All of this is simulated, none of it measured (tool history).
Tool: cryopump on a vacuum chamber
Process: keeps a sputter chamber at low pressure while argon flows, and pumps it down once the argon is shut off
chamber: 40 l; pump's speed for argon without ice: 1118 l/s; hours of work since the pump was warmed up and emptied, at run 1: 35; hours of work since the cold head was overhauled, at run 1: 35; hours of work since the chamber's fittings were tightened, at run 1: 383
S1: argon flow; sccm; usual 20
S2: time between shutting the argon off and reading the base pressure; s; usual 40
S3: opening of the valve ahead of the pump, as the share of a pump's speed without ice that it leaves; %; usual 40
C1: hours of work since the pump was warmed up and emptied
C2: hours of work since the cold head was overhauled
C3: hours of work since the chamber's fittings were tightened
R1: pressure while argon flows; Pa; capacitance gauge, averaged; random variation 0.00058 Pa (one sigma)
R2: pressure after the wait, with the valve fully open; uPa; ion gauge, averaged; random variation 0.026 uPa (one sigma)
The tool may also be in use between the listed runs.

{"run": 1, "day": 0.0, "S1": 20, "S2": 40, "S3": 40, "C1": 35, "C2": 35, "C3": 383, "R1": 0.0774, "R2": 1.35}
{"run": 2, "day": 1.038, "S1": 20, "S2": 102, "S3": 40, "C1": 52, "C2": 52, "C3": 400, "R1": 0.0767, "R2": 0.81}
{"run": 3, "day": 1.817, "S1": 20, "S2": 86, "S3": 40, "C1": 65, "C2": 65, "C3": 413, "R1": 0.0758, "R2": 0.88}
{"run": 4, "day": 2.796, "S1": 20, "S2": 70, "S3": 40, "C1": 81, "C2": 81, "C3": 430, "R1": 0.0759, "R2": 0.96}
{"run": 5, "day": 3.312, "S1": 20, "S2": 40, "S3": 17, "C1": 89, "C2": 89, "C3": 438, "R1": 0.1779, "R2": 1.36}
{"run": 6, "day": 3.954, "S1": 20, "S2": 40, "S3": 17, "C1": 100, "C2": 100, "C3": 449, "R1": 0.1783, "R2": 1.36}
{"run": 7, "day": 4.512, "S1": 20, "S2": 40, "S3": 17, "C1": 109, "C2": 109, "C3": 458, "R1": 0.178, "R2": 1.36}
{"run": 8, "day": 5.562, "S1": 20, "S2": 196, "S3": 40, "C1": 127, "C2": 127, "C3": 475, "R1": 0.078, "R2": 0.7}
{"run": 9, "day": 6.588, "S1": 20, "S2": 40, "S3": 40, "C1": 144, "C2": 144, "C3": 492, "R1": 0.0769, "R2": 1.41}
{"run": 10, "day": 7.396, "S1": 20, "S2": 40, "S3": 40, "C1": 157, "C2": 157, "C3": 506, "R1": 0.0772, "R2": 1.38}
{"run": 11, "day": 8.388, "S1": 20, "S2": 40, "S3": 40, "C1": 173, "C2": 173, "C3": 522, "R1": 0.0769, "R2": 1.39}
{"run": 12, "day": 9.067, "S1": 20, "S2": 40, "S3": 40, "C1": 185, "C2": 185, "C3": 533, "R1": 0.0772, "R2": 1.46}
{"run": 13, "day": 9.946, "S1": 20, "S2": 26, "S3": 40, "C1": 199, "C2": 199, "C3": 548, "R1": 0.0778, "R2": 1.88}
{"run": 14, "day": 10.988, "S1": 20, "S2": 26, "S3": 40, "C1": 217, "C2": 217, "C3": 565, "R1": 0.0776, "R2": 1.92}
{"run": 15, "day": 11.808, "S1": 14, "S2": 26, "S3": 40, "C1": 230, "C2": 230, "C3": 579, "R1": 0.0542, "R2": 1.91}
{"run": 16, "day": 12.404, "S1": 14, "S2": 26, "S3": 40, "C1": 240, "C2": 240, "C3": 589, "R1": 0.0542, "R2": 1.96}
{"run": 17, "day": 12.867, "S1": 14, "S2": 26, "S3": 40, "C1": 248, "C2": 248, "C3": 596, "R1": 0.0547, "R2": 1.9}
{"run": 18, "day": 13.496, "S1": 20, "S2": 150, "S3": 40, "C1": 258, "C2": 258, "C3": 607, "R1": 0.0775, "R2": 0.81}
{"run": 19, "day": 14.417, "S1": 15, "S2": 33, "S3": 21, "C1": 273, "C2": 273, "C3": 622, "R1": 0.1099, "R2": 1.68}
{"run": 20, "day": 15.079, "S1": 20, "S2": 104, "S3": 33, "C1": 284, "C2": 284, "C3": 633, "R1": 0.0951, "R2": 0.89}
{"run": 21, "day": 15.725, "S1": 20, "S2": 221, "S3": 54, "C1": 295, "C2": 295, "C3": 644, "R1": 0.0599, "R2": 0.72}
{"run": 22, "day": 16.321, "S1": 32, "S2": 55, "S3": 22, "C1": 305, "C2": 305, "C3": 653, "R1": 0.2242, "R2": 1.18}
{"run": 23, "day": 17.146, "S1": 20, "S2": 26, "S3": 38, "C1": 318, "C2": 318, "C3": 667, "R1": 0.0828, "R2": 1.98}
{"run": 24, "day": 17.708, "S1": 20, "S2": 160, "S3": 40, "C1": 328, "C2": 328, "C3": 676, "R1": 0.0771, "R2": 0.81}
{"run": 25, "day": 18.688, "S1": 26, "S2": 40, "S3": 40, "C1": 344, "C2": 344, "C3": 693, "R1": 0.1026, "R2": 1.52}
{"run": 26, "day": 19.404, "S1": 20, "S2": 25, "S3": 40, "C1": 356, "C2": 356, "C3": 705, "R1": 0.0774, "R2": 2}
{"run": 27, "day": 20.292, "S1": 29, "S2": 60, "S3": 24, "C1": 371, "C2": 371, "C3": 719, "R1": 0.1869, "R2": 1.24}
{"run": 28, "day": 20.842, "S1": 12, "S2": 47, "S3": 18, "C1": 380, "C2": 380, "C3": 728, "R1": 0.1029, "R2": 1.37}
{"run": 29, "day": 21.775, "S1": 12, "S2": 47, "S3": 18, "C1": 395, "C2": 395, "C3": 744, "R1": 0.1038, "R2": 1.42}
{"run": 30, "day": 22.238, "S1": 20, "S2": 268, "S3": 54, "C1": 403, "C2": 403, "C3": 751, "R1": 0.059, "R2": 0.76}
{"run": 31, "day": 23.279, "S1": 24, "S2": 23, "S3": 41, "C1": 420, "C2": 420, "C3": 769, "R1": 0.0943, "R2": 2.18}
{"run": 32, "day": 24.004, "S1": 39, "S2": 111, "S3": 41, "C1": 432, "C2": 432, "C3": 781, "R1": 0.1512, "R2": 0.9}
{"run": 33, "day": 24.85, "S1": 18, "S2": 111, "S3": 19, "C1": 446, "C2": 446, "C3": 795, "R1": 0.1462, "R2": 0.97}
{"run": 34, "day": 25.346, "S1": 20, "S2": 83, "S3": 24, "C1": 454, "C2": 454, "C3": 803, "R1": 0.1299, "R2": 1.02}
{"run": 35, "day": 26.196, "S1": 20, "S2": 83, "S3": 24, "C1": 468, "C2": 468, "C3": 817, "R1": 0.13, "R2": 1.09}

Hidden state or all else? Some run-to-run changes of R1, split into what the settings, what came in and random variation would give without the hidden state, and what is left for the hidden state (with any gauge scatter that isn't in both results):
The hidden state here: pump's speed, % of a pump's without ice; cold plate's temperature, K; leak into the chamber, uPa l/s; drift of the gauge itself on working_pa, %; drift of the gauge itself on base_upa, %.
Run 21 -> 22: S1 20 -> 32, S2 221 -> 55, S3 54 -> 22. R1 +0.1643 Pa: hidden state +0.0015, all else +0.1628.
Run 22 -> 23: S1 32 -> 20, S2 55 -> 26, S3 22 -> 38. R1 -0.1414 Pa: hidden state -0.0013, all else -0.1401.
Run 26 -> 27: S1 20 -> 29, S2 25 -> 60, S3 40 -> 24. R1 +0.1095 Pa: hidden state +0.0016, all else +0.1079.
Run 27 -> 28: S1 29 -> 12, S2 60 -> 47, S3 24 -> 18. R1 -0.084 Pa: hidden state -0.0026, all else -0.0814.
Run 31 -> 32: S1 24 -> 39, S2 23 -> 111. R1 +0.0569 Pa: hidden state +0.0027, all else +0.0542.
Run 32 -> 33: S1 39 -> 18, S3 41 -> 19. R1 -0.005 Pa: hidden state -0.0036, all else -0.0014.
